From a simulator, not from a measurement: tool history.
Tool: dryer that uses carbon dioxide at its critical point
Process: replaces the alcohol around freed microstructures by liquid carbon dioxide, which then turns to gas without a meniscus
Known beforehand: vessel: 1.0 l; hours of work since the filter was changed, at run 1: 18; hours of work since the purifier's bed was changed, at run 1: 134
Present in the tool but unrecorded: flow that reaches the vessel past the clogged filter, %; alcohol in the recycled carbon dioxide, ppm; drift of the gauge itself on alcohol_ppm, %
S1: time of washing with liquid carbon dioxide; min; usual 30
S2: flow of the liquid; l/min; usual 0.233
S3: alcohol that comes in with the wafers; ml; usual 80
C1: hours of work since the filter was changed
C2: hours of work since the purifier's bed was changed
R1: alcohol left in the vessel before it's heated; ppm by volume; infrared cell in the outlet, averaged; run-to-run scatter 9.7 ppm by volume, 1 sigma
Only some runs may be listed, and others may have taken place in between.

{"run": 1, "hour": 0.0, "S1": 30, "S2": 0.233, "S3": 80, "C1": 18, "C2": 134, "R1": 614}
{"run": 2, "hour": 31.0, "S1": 30, "S2": 0.233, "S3": 80, "C1": 37, "C2": 153, "R1": 611}
{"run": 3, "hour": 46.7, "S1": 30, "S2": 0.233, "S3": 80, "C1": 47, "C2": 163, "R1": 628}
{"run": 4, "hour": 74.5, "S1": 30, "S2": 0.376, "S3": 80, "C1": 64, "C2": 180, "R1": 89}
{"run": 5, "hour": 110.3, "S1": 30, "S2": 0.233, "S3": 80, "C1": 86, "C2": 202, "R1": 669}
{"run": 6, "hour": 146.2, "S1": 30, "S2": 0.233, "S3": 80, "C1": 109, "C2": 224, "R1": 703}
{"run": 7, "hour": 176.9, "S1": 30, "S2": 0.233, "S3": 80, "C1": 127, "C2": 243, "R1": 709}
{"run": 8, "hour": 192.5, "S1": 30, "S2": 0.233, "S3": 80, "C1": 137, "C2": 253, "R1": 713}
{"run": 9, "hour": 227.1, "S1": 30, "S2": 0.233, "S3": 80, "C1": 158, "C2": 274, "R1": 734}
{"run": 10, "hour": 249.7, "S1": 30, "S2": 0.233, "S3": 80, "C1": 172, "C2": 288, "R1": 758}
{"run": 11, "hour": 267.0, "S1": 30, "S2": 0.233, "S3": 80, "C1": 183, "C2": 299, "R1": 776}
{"run": 12, "hour": 297.1, "S1": 30, "S2": 0.233, "S3": 80, "C1": 202, "C2": 317, "R1": 800}
{"run": 13, "hour": 319.3, "S1": 30, "S2": 0.233, "S3": 80, "C1": 215, "C2": 331, "R1": 816}
{"run": 14, "hour": 334.4, "S1": 30, "S2": 0.233, "S3": 80, "C1": 225, "C2": 340, "R1": 817}
{"run": 15, "hour": 353.0, "S1": 30, "S2": 0.233, "S3": 80, "C1": 236, "C2": 352, "R1": 832}
{"run": 16, "hour": 390.4, "S1": 30, "S2": 0.233, "S3": 80, "C1": 259, "C2": 375, "R1": 828}
{"run": 17, "hour": 426.4, "S1": 30, "S2": 0.233, "S3": 80, "C1": 281, "C2": 397, "R1": 883}
{"hour": 449.6, "done": "inlet filter changed"}
{"run": 18, "hour": 457.9, "S1": 30, "S2": 0.233, "S3": 28, "C1": 5, "C2": 416, "R1": 311}
{"run": 19, "hour": 479.6, "S1": 30, "S2": 0.233, "S3": 28, "C1": 19, "C2": 429, "R1": 322}
{"run": 20, "hour": 494.8, "S1": 30, "S2": 0.233, "S3": 28, "C1": 28, "C2": 439, "R1": 317}
{"run": 21, "hour": 520.8, "S1": 30, "S2": 0.283, "S3": 80, "C1": 44, "C2": 455, "R1": 330}
{"run": 22, "hour": 536.0, "S1": 30, "S2": 0.283, "S3": 80, "C1": 53, "C2": 464, "R1": 334}
{"run": 23, "hour": 570.7, "S1": 19, "S2": 0.346, "S3": 44, "C1": 75, "C2": 485, "R1": 581}
{"run": 24, "hour": 591.9, "S1": 19, "S2": 0.346, "S3": 44, "C1": 88, "C2": 499, "R1": 605}
{"run": 25, "hour": 626.5, "S1": 40, "S2": 0.277, "S3": 55, "C1": 109, "C2": 520, "R1": 168}
{"run": 26, "hour": 650.5, "S1": 46, "S2": 0.219, "S3": 104, "C1": 124, "C2": 535, "R1": 247}
{"run": 27, "hour": 670.5, "S1": 26, "S2": 0.233, "S3": 32, "C1": 136, "C2": 547, "R1": 647}
{"run": 28, "hour": 702.6, "S1": 18, "S2": 0.181, "S3": 96, "C1": 156, "C2": 567, "R1": 10260}
{"run": 29, "hour": 732.8, "S1": 24, "S2": 0.289, "S3": 21, "C1": 175, "C2": 585, "R1": 353}
{"run": 30, "hour": 753.9, "S1": 43, "S2": 0.161, "S3": 80, "C1": 188, "C2": 598, "R1": 879}
{"run": 31, "hour": 785.9, "S1": 43, "S2": 0.161, "S3": 31, "C1": 208, "C2": 618, "R1": 462}
{"run": 32, "hour": 815.9, "S1": 43, "S2": 0.161, "S3": 31, "C1": 226, "C2": 637, "R1": 491}
{"run": 33, "hour": 839.4, "S1": 43, "S2": 0.161, "S3": 31, "C1": 241, "C2": 651, "R1": 480}
{"run": 34, "hour": 860.4, "S1": 30, "S2": 0.155, "S3": 53, "C1": 254, "C2": 664, "R1": 2545}
{"run": 35, "hour": 893.9, "S1": 23, "S2": 0.155, "S3": 105, "C1": 274, "C2": 685, "R1": 9647}
{"run": 36, "hour": 918.3, "S1": 23, "S2": 0.155, "S3": 67, "C1": 289, "C2": 700, "R1": 6561}
{"hour": 929.6, "done": "inlet filter changed"}
{"run": 37, "hour": 956.2, "S1": 22, "S2": 0.233, "S3": 57, "C1": 16, "C2": 723, "R1": 1706}
{"run": 38, "hour": 986.3, "S1": 24, "S2": 0.262, "S3": 57, "C1": 35, "C2": 741, "R1": 852}
{"run": 39, "hour": 1002.5, "S1": 24, "S2": 0.262, "S3": 57, "C1": 45, "C2": 751, "R1": 939}
{"run": 40, "hour": 1034.1, "S1": 24, "S2": 0.262, "S3": 57, "C1": 65, "C2": 771, "R1": 910}
{"run": 41, "hour": 1050.7, "S1": 24, "S2": 0.262, "S3": 57, "C1": 75, "C2": 781, "R1": 934}

Expected results for the next run?
{"run": 42, "hour": 1078.9, "S1": 24, "S2": 0.179, "S3": 57, "C1": 92, "C2": 798, "R1": "?"}

R1: 3053 ppm by volume
Minus the tool's unlogged condition, the same run would have read R1 2660 ppm by volume.

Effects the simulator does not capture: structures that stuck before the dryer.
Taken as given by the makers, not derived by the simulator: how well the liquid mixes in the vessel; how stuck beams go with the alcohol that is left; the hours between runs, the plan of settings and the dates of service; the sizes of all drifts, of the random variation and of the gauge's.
